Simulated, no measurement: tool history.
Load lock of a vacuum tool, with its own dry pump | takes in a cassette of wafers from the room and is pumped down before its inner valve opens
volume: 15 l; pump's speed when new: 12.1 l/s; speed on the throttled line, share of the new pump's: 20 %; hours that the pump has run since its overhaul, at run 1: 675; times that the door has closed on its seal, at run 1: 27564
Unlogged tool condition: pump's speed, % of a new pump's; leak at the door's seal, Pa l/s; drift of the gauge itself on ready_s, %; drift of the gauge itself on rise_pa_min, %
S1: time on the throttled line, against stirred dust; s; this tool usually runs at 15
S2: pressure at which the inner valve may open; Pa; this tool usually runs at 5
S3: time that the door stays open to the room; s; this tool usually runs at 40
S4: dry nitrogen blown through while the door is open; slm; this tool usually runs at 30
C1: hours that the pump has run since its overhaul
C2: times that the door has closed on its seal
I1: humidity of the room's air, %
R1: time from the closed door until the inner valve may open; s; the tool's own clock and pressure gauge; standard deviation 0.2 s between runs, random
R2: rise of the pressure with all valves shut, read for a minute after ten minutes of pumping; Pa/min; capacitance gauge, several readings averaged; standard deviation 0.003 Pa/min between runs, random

run 1 day=0.000 | S1=15 S2=5 S3=40 S4=30 | C1=675 C2=27564 | I1=42.0 | R1=24.7 R2=0.096
run 2 day=14.962 | S1=15 S2=5 S3=54 S4=30 | C1=1034 C2=28181 | I1=46.8 | R1=24.5 R2=0.100
run 3 day=23.362 | S1=15 S2=5 S3=40 S4=17 | C1=1235 C2=28528 | I1=44.3 | R1=24.6 R2=0.109
run 4 day=32.383 | S1=15 S2=5 S3=40 S4=30 | C1=1452 C2=28900 | I1=47.8 | R1=24.3 R2=0.105
run 5 day=42.462 | S1=15 S2=5 S3=40 S4=30 | C1=1694 C2=29315 | I1=43.4 | R1=24.4 R2=0.104
run 6 day=56.696 | S1=15 S2=5 S3=40 S4=30 | C1=2035 C2=29902 | I1=45.7 | R1=24.6 R2=0.102

Forecast run 7:
run 7 day=66.742 | S1=15 S2=5 S3=63 S4=30 | C1=2276 C2=30316 | I1=42.3 | R1=? R2=?

{"run 7": {"R1": 24.8, "R2": 0.105}}
With no hidden state in the tool, this same run would have given R1 24.7 s, R2 0.022 Pa/min.
